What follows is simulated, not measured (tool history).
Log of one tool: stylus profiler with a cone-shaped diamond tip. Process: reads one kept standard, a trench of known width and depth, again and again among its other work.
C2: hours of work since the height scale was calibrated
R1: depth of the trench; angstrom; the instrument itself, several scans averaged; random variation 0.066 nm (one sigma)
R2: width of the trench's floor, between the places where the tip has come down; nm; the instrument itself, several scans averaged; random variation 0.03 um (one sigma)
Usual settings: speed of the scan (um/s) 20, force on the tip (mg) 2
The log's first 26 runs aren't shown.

Run 27, day 86.304: usual settings but speed of the scan (um/s) 5, force on the tip (mg) 4.07; scans with this tip 1257; C2 233. Result: R1 1011.7 angstrom, R2 18540 nm.
Run 28, day 89.338: usual settings but speed of the scan (um/s) 5, force on the tip (mg) 4.07; scans with this tip 1448; C2 269. Result: R1 1013.4 angstrom, R2 18460 nm.
Run 29, day 92.462: usual settings but speed of the scan (um/s) 10, force on the tip (mg) 0.98; scans with this tip 1646; C2 306. Result: R1 1004.5 angstrom, R2 18410 nm.
Run 30, day 95.304: usual settings but speed of the scan (um/s) 11, force on the tip (mg) 1.2; scans with this tip 1826; C2 339. Result: R1 1006.3 angstrom, R2 18450 nm.
Run 31, day 99.546: usual settings but speed of the scan (um/s) 33, force on the tip (mg) 3.62; scans with this tip 2094; C2 389. Result: R1 1011.6 angstrom, R2 18360 nm.
Run 32, day 103.508: usual settings but speed of the scan (um/s) 51, force on the tip (mg) 1.66; scans with this tip 2345; C2 436. Result: R1 1006.2 angstrom, R2 18220 nm.
Run 33, day 107.425: usual settings but speed of the scan (um/s) 8, force on the tip (mg) 0.67; scans with this tip 2592; C2 482. Result: R1 1002.2 angstrom, R2 18360 nm.
Run 34, day 110.046: usual settings but speed of the scan (um/s) 8, force on the tip (mg) 0.67; scans with this tip 2758; C2 512. Result: R1 1002.9 angstrom, R2 18350 nm.
Run 35, day 114.721: usual settings but force on the tip (mg) 3.57; scans with this tip 3053; C2 567. Result: R1 1012.4 angstrom, R2 18250 nm.
Run 36, day 117.462: usual settings but force on the tip (mg) 3.57; scans with this tip 3227; C2 599. Result: R1 1010.5 angstrom, R2 18290 nm.
Run 37, day 121.779: usual settings but speed of the scan (um/s) 7, force on the tip (mg) 3.57; scans with this tip 3500; C2 650. Result: R1 1009.7 angstrom, R2 18400 nm.
Run 38, day 126.35: usual settings but speed of the scan (um/s) 63, force on the tip (mg) 4.85; scans with this tip 3789; C2 704. Result: R1 1014.2 angstrom, R2 18160 nm.
Run 39, day 130.404: usual settings but speed of the scan (um/s) 63, force on the tip (mg) 4.85; scans with this tip 4045; C2 751. Result: R1 1013.1 angstrom, R2 18200 nm.
Run 40, day 134.354: usual settings but speed of the scan (um/s) 63, force on the tip (mg) 4.85; scans with this tip 4295; C2 798. Result: R1 1014.1 angstrom, R2 18210 nm.
Run 41, day 136.383: usual settings but speed of the scan (um/s) 63, force on the tip (mg) 4.85; scans with this tip 4423; C2 822. Result: R1 1014.1 angstrom, R2 18130 nm.
Run 42, day 139.996: usual settings but speed of the scan (um/s) 41, force on the tip (mg) 2.69; scans with this tip 4652; C2 864. Result: R1 1008.7 angstrom, R2 18130 nm.
Run 43, day 143.125: usual settings but speed of the scan (um/s) 41, force on the tip (mg) 2.69; scans with this tip 4849; C2 901. Result: R1 1007.5 angstrom, R2 18140 nm.
Run 44, day 145.846: usual settings but speed of the scan (um/s) 41, force on the tip (mg) 2.69; scans with this tip 5022; C2 933. Result: R1 1007.7 angstrom, R2 18130 nm.
Run 45, day 148.029: usual settings but speed of the scan (um/s) 14, force on the tip (mg) 0.82; scans with this tip 5160; C2 958. Result: R1 1001.7 angstrom, R2 18200 nm.

5 ways to go on from here, each from the tool as it stands after run 45. What would each give?
Run A, day 151.217: usual settings but speed of the scan (um/s) 60, force on the tip (mg) 4.94; scans with this tip 5361; C2 996. Result: R1 ?, R2 ?.
Run B, day 151.217: usual settings but force on the tip (mg) 3.34; scans with this tip 5361; C2 996. Result: R1 ?, R2 ?.
Run C, day 151.217: usual settings but speed of the scan (um/s) 52, force on the tip (mg) 0.71; scans with this tip 5361; C2 996. Result: R1 ?, R2 ?.
Run D, day 151.217: usual settings but force on the tip (mg) 4.85; scans with this tip 5361; C2 996. Result: R1 ?, R2 ?.
Run E, day 151.217: usual settings but speed of the scan (um/s) 12, force on the tip (mg) 2.79; scans with this tip 5361; C2 996. Result: R1 ?, R2 ?.

run      R1     R2
  A  1013.2  18050
  B  1009.4  18180
  C    1001  17860
  D  1013.5  18230
  E  1006.8  18190
Without the tool's hidden state the same runs would have given:
run      R1     R2
  A  1016.2  18390
  B  1012.3  18520
  C  1003.9  18200
  D  1016.4  18570
  E  1009.8  18530
